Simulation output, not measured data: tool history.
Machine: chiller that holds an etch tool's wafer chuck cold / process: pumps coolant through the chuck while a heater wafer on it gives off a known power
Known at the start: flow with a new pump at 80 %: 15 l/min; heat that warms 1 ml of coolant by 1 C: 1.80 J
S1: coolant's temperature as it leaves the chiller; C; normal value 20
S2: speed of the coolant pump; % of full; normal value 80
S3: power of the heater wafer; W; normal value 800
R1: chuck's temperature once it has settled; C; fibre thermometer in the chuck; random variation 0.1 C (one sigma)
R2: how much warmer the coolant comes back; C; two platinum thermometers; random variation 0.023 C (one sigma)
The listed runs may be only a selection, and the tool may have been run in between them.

run    hour  S1  S2    S3    R1    R2
  1       0  20  80   800  24.9  1.77
  2   148.1  20  80   800  24.8  1.79
  3   318.6  10  80   800  14.8  1.78
  4   446.7  20  73   800  25.1  2.03
  5     551  20  80   800  24.7   1.9
  6   638.1  20  80   464  22.8  1.13
  7   813.1  20  80   464  22.7  1.14
  8     918  18  80   464  20.8   1.2
  9   999.4  20  80   800  24.8  1.96
     1117.5  -- chiller's thermometer calibrated
 10  1121.1  20  80   800  24.9  1.99
     1179.6  -- coolant changed, channels flushed
 11    1301  20  80   800  24.8  1.98
 12  1432.6  20  80   677    24  1.73
 13  1607.6  20  80   677  24.1   1.8
 14  1764.4  20  80   677    24  1.85
     1777.7  -- gauge calibrated
 15  1909.1  11  89   800  15.4  1.67
 16  2071.5  22  84   898  27.3  1.94
       2144  -- coolant pump overhauled
 17  2208.6  22  84   898  27.2  1.99
 18  2293.9  20  67  1045  27.2  2.84
 19  2434.2  20  80   820  24.8  1.92
 20  2590.4  20  77   954  25.9  2.29
 21  2684.8  20  77   954    26  2.38
 22  2775.5  20  77   954    26  2.38
 23  2941.4  25  95  1067  30.6  2.21
 24  3057.2  11  96   717  14.8  1.56
 25  3236.7  11  88   461  13.7   1.2
 26  3339.1  11  66   663  15.6  2.03
 27  3465.2  11  96   480  13.6  1.17

Hidden state or all else? Some run-to-run changes of R2, split into what the settings, what came in and random variation would give without the hidden state, and what is left for the hidden state (with any gauge scatter that isn't in both results):
Unlogged tool condition in this case: heat passed by the chuck's channels, % of clean ones'; flow at a given pump speed, % of a new pump's; coolant's true temperature over the reading, C; drift of the gauge itself on chuck_c, C; drift of the gauge itself on warmer_back_c, C.
Run 14 -> 15: S1 20 -> 11, S2 80 -> 89, S3 677 -> 800, gauge calibrated. R2 -0.18 C: hidden state -0.27, all else +0.09.
Run 15 -> 16: S1 11 -> 22, S2 89 -> 84, S3 800 -> 898. R2 +0.27 C: hidden state +0.04, all else +0.23.
Run 18 -> 19: S2 67 -> 80, S3 1045 -> 820. R2 -0.92 C: hidden state +0.03, all else -0.95.
Run 26 -> 27: S2 66 -> 96, S3 663 -> 480. R2 -0.86 C: hidden state +0.03, all else -0.89.
